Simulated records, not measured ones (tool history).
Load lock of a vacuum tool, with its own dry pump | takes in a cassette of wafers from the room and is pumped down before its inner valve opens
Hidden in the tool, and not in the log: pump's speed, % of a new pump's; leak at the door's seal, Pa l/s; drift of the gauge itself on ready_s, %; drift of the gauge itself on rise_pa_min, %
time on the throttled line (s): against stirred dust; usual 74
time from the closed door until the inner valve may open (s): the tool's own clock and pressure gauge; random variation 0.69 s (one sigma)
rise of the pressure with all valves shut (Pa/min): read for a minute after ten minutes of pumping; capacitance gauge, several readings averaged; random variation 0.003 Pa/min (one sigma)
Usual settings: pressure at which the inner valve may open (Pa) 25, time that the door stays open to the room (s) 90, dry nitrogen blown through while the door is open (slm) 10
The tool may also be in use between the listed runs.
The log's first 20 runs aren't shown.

| run | day | time on the throttled line (s) | pressure at which the inner valve may open (Pa) | time that the door stays open to the room (s) | dry nitrogen blown through while the door is open (slm) | hours that the pump has run since its overhaul | times that the door has closed on its seal | incoming humidity of the room's air, % | time from the closed door until the inner valve may open (s) | rise of the pressure with all valves shut (Pa/min) |
|---|---|---|---|---|---|---|---|---|---|---|
| 21 | 280.562 | 74 | 19 | 90 | 6 | 13655 | 34711 | 45.5 | 109.3 | 0.145 |
| 22 | 296.667 | 92 | 33 | 239 | 12 | 14042 | 36184 | 44.2 | 122.1 | 0.158 |
| 23 | 306.742 | 92 | 33 | 239 | 12 | 14284 | 37105 | 44.1 | 122.5 | 0.161 |
| 24 | 320.2 | 74 | 23 | 139 | 15 | 14607 | 38335 | 45.2 | 108.3 | 0.145 |
| 25 | 337.371 | 74 | 23 | 139 | 15 | 15019 | 39905 | 45.9 | 109.2 | 0.152 |
| 26 | 345.421 | 103 | 21 | 111 | 15 | 15212 | 40641 | 43.3 | 135.6 | 0.151 |
| 27 | 358.479 | 104 | 46 | 90 | 44 | 15525 | 41835 | 45.2 | 132 | 0.136 |
| 28 | 376.196 | 104 | 46 | 90 | 44 | 15950 | 43455 | 44.1 | 132.1 | 0.146 |
| 29 | 392.404 | 104 | 46 | 90 | 24 | 16339 | 44937 | 44.4 | 131.4 | 0.16 |
| 30 | 409.096 | 66 | 18 | 90 | 16 | 16740 | 46463 | 45.1 | 105.4 | 0.171 |
| 31 | 417.908 | 74 | 26 | 107 | 5 | 16952 | 47269 | 43.6 | 110.8 | 0.207 |
| 32 | 431.462 | 74 | 26 | 107 | 5 | 17277 | 48508 | 48.6 | 108.8 | 0.22 |

4 ways to go on from here, each from the tool as it stands after run 32. What would each give?
| A | 446.75 | 74 | 24 | 174 | 5 | 17644 | 49906 | 41.4 | ? | ? |
| B | 446.75 | 77 | 25 | 90 | 10 | 17644 | 49906 | 44.6 | ? | ? |
| C | 446.75 | 74 | 25 | 92 | 7 | 17644 | 49906 | 42.2 | ? | ? |
| D | 446.75 | 74 | 26 | 28 | 5 | 17644 | 49906 | 48.2 | ? | ? |

| run | time from the closed door until the inner valve may open (s) | rise of the pressure with all valves shut (Pa/min) |
|---|---|---|
| A | 111.1 | 0.236 |
| B | 112.8 | 0.198 |
| C | 110.6 | 0.202 |
| D | 110.8 | 0.2 |
Without the tool's hidden state the same runs would have given:
| run | time from the closed door until the inner valve may open (s) | rise of the pressure with all valves shut (Pa/min) |
|---|---|---|
| A | 104.2 | 0.078 |
| B | 106 | 0.038 |
| C | 103.8 | 0.048 |
| D | 103.9 | 0.042 |
